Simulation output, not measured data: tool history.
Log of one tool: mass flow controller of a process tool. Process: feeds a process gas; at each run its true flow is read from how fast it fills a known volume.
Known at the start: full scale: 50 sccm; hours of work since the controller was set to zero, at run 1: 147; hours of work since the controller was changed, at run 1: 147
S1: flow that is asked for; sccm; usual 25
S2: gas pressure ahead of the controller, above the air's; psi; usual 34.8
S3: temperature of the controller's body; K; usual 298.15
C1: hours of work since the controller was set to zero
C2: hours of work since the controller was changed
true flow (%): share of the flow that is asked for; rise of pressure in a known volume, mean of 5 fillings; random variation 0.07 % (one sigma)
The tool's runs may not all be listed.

{"run": 1, "day": 0.0, "S1": 25, "S2": 34.8, "S3": 298.15, "C1": 147, "C2": 147, "true flow (%)": 99.34}
{"run": 2, "day": 2.912, "S1": 25, "S2": 34.8, "S3": 298.15, "C1": 189, "C2": 189, "true flow (%)": 99.31}
{"run": 3, "day": 4.588, "S1": 42, "S2": 34.8, "S3": 298.15, "C1": 213, "C2": 213, "true flow (%)": 99.86}
{"run": 4, "day": 8.021, "S1": 42, "S2": 34.8, "S3": 298.15, "C1": 262, "C2": 262, "true flow (%)": 99.86}
{"run": 5, "day": 10.921, "S1": 42, "S2": 34.8, "S3": 298.15, "C1": 303, "C2": 303, "true flow (%)": 99.82}
{"run": 6, "day": 13.688, "S1": 42, "S2": 34.8, "S3": 298.15, "C1": 343, "C2": 343, "true flow (%)": 99.85}
{"run": 7, "day": 16.858, "S1": 42, "S2": 34.8, "S3": 298.15, "C1": 388, "C2": 388, "true flow (%)": 99.95}
{"run": 8, "day": 19.038, "S1": 42, "S2": 34.8, "S3": 298.15, "C1": 420, "C2": 420, "true flow (%)": 99.86}
{"run": 9, "day": 20.629, "S1": 25, "S2": 34.8, "S3": 298.15, "C1": 442, "C2": 442, "true flow (%)": 99.46}
{"run": 10, "day": 23.212, "S1": 25, "S2": 34.8, "S3": 298.15, "C1": 479, "C2": 479, "true flow (%)": 99.56}
{"run": 11, "day": 25.696, "S1": 25, "S2": 34.8, "S3": 298.15, "C1": 515, "C2": 515, "true flow (%)": 99.37}
{"run": 12, "day": 28.492, "S1": 25, "S2": 34.8, "S3": 306.15, "C1": 555, "C2": 555, "true flow (%)": 100.21}
{"run": 13, "day": 31.454, "S1": 25, "S2": 34.8, "S3": 306.15, "C1": 597, "C2": 597, "true flow (%)": 100.12}
{"run": 14, "day": 34.446, "S1": 25, "S2": 34.8, "S3": 298.15, "C1": 640, "C2": 640, "true flow (%)": 99.46}
{"run": 15, "day": 37.075, "S1": 25, "S2": 34.8, "S3": 298.15, "C1": 678, "C2": 678, "true flow (%)": 99.64}
{"run": 16, "day": 39.858, "S1": 25, "S2": 34.8, "S3": 298.15, "C1": 718, "C2": 718, "true flow (%)": 99.56}
{"run": 17, "day": 41.517, "S1": 25, "S2": 34.8, "S3": 298.15, "C1": 741, "C2": 741, "true flow (%)": 99.65}
{"run": 18, "day": 44.962, "S1": 25, "S2": 34.8, "S3": 298.15, "C1": 791, "C2": 791, "true flow (%)": 99.51}
{"run": 19, "day": 46.783, "S1": 25, "S2": 34.8, "S3": 298.15, "C1": 817, "C2": 817, "true flow (%)": 99.5}
{"run": 20, "day": 48.521, "S1": 25, "S2": 34.8, "S3": 312.15, "C1": 842, "C2": 842, "true flow (%)": 100.72}
{"run": 21, "day": 51.188, "S1": 25, "S2": 34.8, "S3": 312.15, "C1": 880, "C2": 880, "true flow (%)": 100.8}
{"run": 22, "day": 53.596, "S1": 25, "S2": 34.8, "S3": 301.15, "C1": 914, "C2": 914, "true flow (%)": 99.87}
{"run": 23, "day": 55.05, "S1": 25, "S2": 34.8, "S3": 301.15, "C1": 935, "C2": 935, "true flow (%)": 99.88}
{"run": 24, "day": 58.538, "S1": 25, "S2": 34.8, "S3": 301.15, "C1": 985, "C2": 985, "true flow (%)": 99.95}
{"run": 25, "day": 61.962, "S1": 9, "S2": 38.7, "S3": 300.15, "C1": 1034, "C2": 1034, "true flow (%)": 99.82}
{"run": 26, "day": 63.808, "S1": 47, "S2": 28.4, "S3": 296.15, "C1": 1060, "C2": 1060, "true flow (%)": 100.13}
{"run": 27, "day": 67.008, "S1": 47, "S2": 28.4, "S3": 296.15, "C1": 1106, "C2": 1106, "true flow (%)": 100.25}
{"run": 28, "day": 69.229, "S1": 12, "S2": 37.7, "S3": 296.15, "C1": 1138, "C2": 1138, "true flow (%)": 99.45}
{"run": 29, "day": 71.383, "S1": 33, "S2": 37.7, "S3": 295.15, "C1": 1169, "C2": 1169, "true flow (%)": 99.62}
{"run": 30, "day": 73.446, "S1": 33, "S2": 21.0, "S3": 294.15, "C1": 1198, "C2": 1198, "true flow (%)": 99.84}
{"run": 31, "day": 76.775, "S1": 33, "S2": 21.0, "S3": 294.15, "C1": 1246, "C2": 1246, "true flow (%)": 99.85}
{"run": 32, "day": 79.546, "S1": 33, "S2": 28.3, "S3": 309.15, "C1": 1286, "C2": 1286, "true flow (%)": 100.96}
{"run": 33, "day": 81.229, "S1": 26, "S2": 36.0, "S3": 301.15, "C1": 1310, "C2": 1310, "true flow (%)": 100.19}
{"run": 34, "day": 83.821, "S1": 5, "S2": 38.3, "S3": 308.15, "C1": 1347, "C2": 1347, "true flow (%)": 101.33}
{"run": 35, "day": 86.421, "S1": 9, "S2": 21.5, "S3": 300.15, "C1": 1384, "C2": 1384, "true flow (%)": 100.16}
{"run": 36, "day": 89.483, "S1": 9, "S2": 21.5, "S3": 300.15, "C1": 1428, "C2": 1428, "true flow (%)": 100.39}
{"run": 37, "day": 91.592, "S1": 7, "S2": 30.6, "S3": 298.15, "C1": 1458, "C2": 1458, "true flow (%)": 100.34}
{"run": 38, "day": 94.933, "S1": 38, "S2": 34.8, "S3": 299.15, "C1": 1506, "C2": 1506, "true flow (%)": 100.21}
{"run": 39, "day": 97.158, "S1": 25, "S2": 24.9, "S3": 296.15, "C1": 1538, "C2": 1538, "true flow (%)": 99.94}
{"run": 40, "day": 100.05, "S1": 23, "S2": 27.8, "S3": 302.15, "C1": 1579, "C2": 1579, "true flow (%)": 100.29}
{"run": 41, "day": 102.229, "S1": 21, "S2": 26.5, "S3": 298.15, "C1": 1610, "C2": 1610, "true flow (%)": 99.92}
{"run": 42, "day": 104.575, "S1": 11, "S2": 26.5, "S3": 296.15, "C1": 1644, "C2": 1644, "true flow (%)": 99.96}
{"run": 43, "day": 106.762, "S1": 15, "S2": 27.4, "S3": 296.15, "C1": 1675, "C2": 1675, "true flow (%)": 99.84}
{"run": 44, "day": 108.792, "S1": 5, "S2": 34.8, "S3": 299.15, "C1": 1704, "C2": 1704, "true flow (%)": 101.01}
{"run": 45, "day": 111.017, "S1": 18, "S2": 34.8, "S3": 303.15, "C1": 1736, "C2": 1736, "true flow (%)": 100.4}
{"run": 46, "day": 112.725, "S1": 18, "S2": 34.8, "S3": 303.15, "C1": 1761, "C2": 1761, "true flow (%)": 100.46}
{"run": 47, "day": 116.25, "S1": 25, "S2": 22.3, "S3": 309.15, "C1": 1811, "C2": 1811, "true flow (%)": 101.09}

Run 48 comes next. What will it give?
{"run": 48, "day": 117.858, "S1": 13, "S2": 34.8, "S3": 311.15, "C1": 1834, "C2": 1834, "true flow (%)": "?"}

Run 48 gave true flow (%) 101.14.
Without the tool's hidden state the same run would have given true flow (%) 99.79.

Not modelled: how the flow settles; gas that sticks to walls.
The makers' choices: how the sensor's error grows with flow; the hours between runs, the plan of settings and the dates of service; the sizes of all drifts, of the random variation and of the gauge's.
